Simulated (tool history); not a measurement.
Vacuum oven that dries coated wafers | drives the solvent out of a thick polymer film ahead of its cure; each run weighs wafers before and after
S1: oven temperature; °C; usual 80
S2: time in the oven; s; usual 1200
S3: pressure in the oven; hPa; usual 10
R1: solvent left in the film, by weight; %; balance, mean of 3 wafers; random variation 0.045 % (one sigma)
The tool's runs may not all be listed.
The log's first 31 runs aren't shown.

Run 32, hour 408.6: usual settings but S1 67 °C. Result: R1 4.43 %.
Run 33, hour 423.3: usual settings but S1 67 °C. Result: R1 4.43 %.
Run 34, hour 435.6: usual settings but S3 6.5 hPa. Result: R1 0.93 %.
Run 35, hour 445.3: usual settings but S1 78 °C, S3 27.3 hPa. Result: R1 2.56 %.
Run 36, hour 460.5: usual settings but S1 78 °C, S3 27.3 hPa. Result: R1 2.49 %.
Run 37, hour 470.2: usual settings but S3 5.3 hPa. Result: R1 0.94 %.
Run 38, hour 484.3: usual settings but S1 90 °C, S2 1140 s, S3 21.3 hPa. Result: R1 0.87 %.
Run 39, hour 501.5: usual settings but S2 1020 s. Result: R1 1.5 %.
Run 40, hour 517.7: usual settings but S1 92 °C, S2 1680 s, S3 5.7 hPa. Result: R1 0.25 %.
Run 41, hour 532.5: usual settings but S1 67 °C, S3 7.7 hPa. Result: R1 4.26 %.
Run 42, hour 544.8: usual settings but S1 67 °C, S3 7.7 hPa. Result: R1 4.4 %.
Run 43, hour 561.1: usual settings but S1 89 °C, S2 1800 s, S3 11.4 hPa. Result: R1 0.47 %.
Run 44, hour 571.8: usual settings but S2 600 s, S3 27.8 hPa. Result: R1 4.5 %.
Run 45, hour 589.3: usual settings but S1 77 °C, S2 600 s, S3 5.1 hPa. Result: R1 4.33 %.
Run 46, hour 600.5: usual settings but S1 86 °C, S2 1080 s, S3 32.4 hPa. Result: R1 1.67 %.
Run 47, hour 609.7: usual settings but S1 86 °C, S2 900 s, S3 32.4 hPa. Result: R1 1.94 %.

3 ways to go on from here, each from the tool as it stands after run 47. What would each give?
Run A, hour 625.5: usual settings but S1 86 °C, S2 1140 s, S3 20.4 hPa. Result: R1 ?.
Run B, hour 625.5: usual settings but S1 83 °C, S3 16.9 hPa. Result: R1 ?.
Run C, hour 625.5: usual settings but S1 82 °C, S2 720 s, S3 11.8 hPa. Result: R1 ?.

run    R1
  A   1.1
  B  1.27
  C  2.39
Without the tool's hidden state the same runs would have given:
run    R1
  A  1.01
  B  1.16
  C  2.18
